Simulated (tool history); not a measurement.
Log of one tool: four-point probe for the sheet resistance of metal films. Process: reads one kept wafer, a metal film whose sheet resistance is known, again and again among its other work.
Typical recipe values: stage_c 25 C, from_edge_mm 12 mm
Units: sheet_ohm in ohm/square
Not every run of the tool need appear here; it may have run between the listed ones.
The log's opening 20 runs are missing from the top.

{"run": 21, "hour": 1551.3, "stage_c": 25, "from_edge_mm": 59, "sheet_ohm": 0.122042}
{"run": 22, "hour": 1610.4, "stage_c": 25, "from_edge_mm": 59, "sheet_ohm": 0.122051}
{"run": 23, "hour": 1714.1, "stage_c": 25, "from_edge_mm": 59, "sheet_ohm": 0.122062}
{"run": 24, "hour": 1808.6, "stage_c": 25, "from_edge_mm": 59, "sheet_ohm": 0.122168}
{"hour": 1821.4, "done": "stage's thermometer calibrated"}
{"run": 25, "hour": 1877.0, "stage_c": 28, "from_edge_mm": 5, "sheet_ohm": 0.124463}
{"run": 26, "hour": 1959.6, "stage_c": 25, "from_edge_mm": 40, "sheet_ohm": 0.121997}
{"run": 27, "hour": 2058.5, "stage_c": 25, "from_edge_mm": 40, "sheet_ohm": 0.122014}
{"run": 28, "hour": 2158.4, "stage_c": 25, "from_edge_mm": 40, "sheet_ohm": 0.122027}
{"run": 29, "hour": 2261.3, "stage_c": 25, "from_edge_mm": 6, "sheet_ohm": 0.123857}
{"run": 30, "hour": 2361.3, "stage_c": 25, "from_edge_mm": 6, "sheet_ohm": 0.123954}
{"run": 31, "hour": 2468.2, "stage_c": 25, "from_edge_mm": 6, "sheet_ohm": 0.123922}
{"hour": 2551.5, "done": "new probe head fitted"}
{"run": 32, "hour": 2574.8, "stage_c": 27, "from_edge_mm": 4, "sheet_ohm": 0.124294}
{"run": 33, "hour": 2673.6, "stage_c": 28, "from_edge_mm": 38, "sheet_ohm": 0.120478}
{"run": 34, "hour": 2743.8, "stage_c": 21, "from_edge_mm": 5, "sheet_ohm": 0.123001}
{"run": 35, "hour": 2824.4, "stage_c": 28, "from_edge_mm": 61, "sheet_ohm": 0.120493}
{"run": 36, "hour": 2925.0, "stage_c": 19, "from_edge_mm": 34, "sheet_ohm": 0.12055}
{"run": 37, "hour": 3002.2, "stage_c": 26, "from_edge_mm": 9, "sheet_ohm": 0.121339}
{"run": 38, "hour": 3091.0, "stage_c": 29, "from_edge_mm": 47, "sheet_ohm": 0.12062}
{"run": 39, "hour": 3148.7, "stage_c": 30, "from_edge_mm": 6, "sheet_ohm": 0.122393}
{"run": 40, "hour": 3199.8, "stage_c": 25, "from_edge_mm": 8, "sheet_ohm": 0.121612}
{"run": 41, "hour": 3312.1, "stage_c": 19, "from_edge_mm": 10, "sheet_ohm": 0.121288}
{"run": 42, "hour": 3415.3, "stage_c": 23, "from_edge_mm": 4, "sheet_ohm": 0.124658}
{"run": 43, "hour": 3494.0, "stage_c": 23, "from_edge_mm": 4, "sheet_ohm": 0.124665}
{"run": 44, "hour": 3539.4, "stage_c": 31, "from_edge_mm": 17, "sheet_ohm": 0.120965}
{"run": 45, "hour": 3629.5, "stage_c": 21, "from_edge_mm": 34, "sheet_ohm": 0.120852}

Forecast each of these 3 alternatives for the next run:
{"run": "A", "hour": 3720.2, "stage_c": 25, "from_edge_mm": 4, "sheet_ohm": "?"}
{"run": "B", "hour": 3720.2, "stage_c": 28, "from_edge_mm": 3, "sheet_ohm": "?"}
{"run": "C", "hour": 3720.2, "stage_c": 18, "from_edge_mm": 27, "sheet_ohm": "?"}

run=A sheet_ohm=0.124790
run=B sheet_ohm=0.127639
run=C sheet_ohm=0.120911
Had the tool no hidden state, the same runs would have come out as:
run=A sheet_ohm=0.124358
run=B sheet_ohm=0.127199
run=C sheet_ohm=0.120488
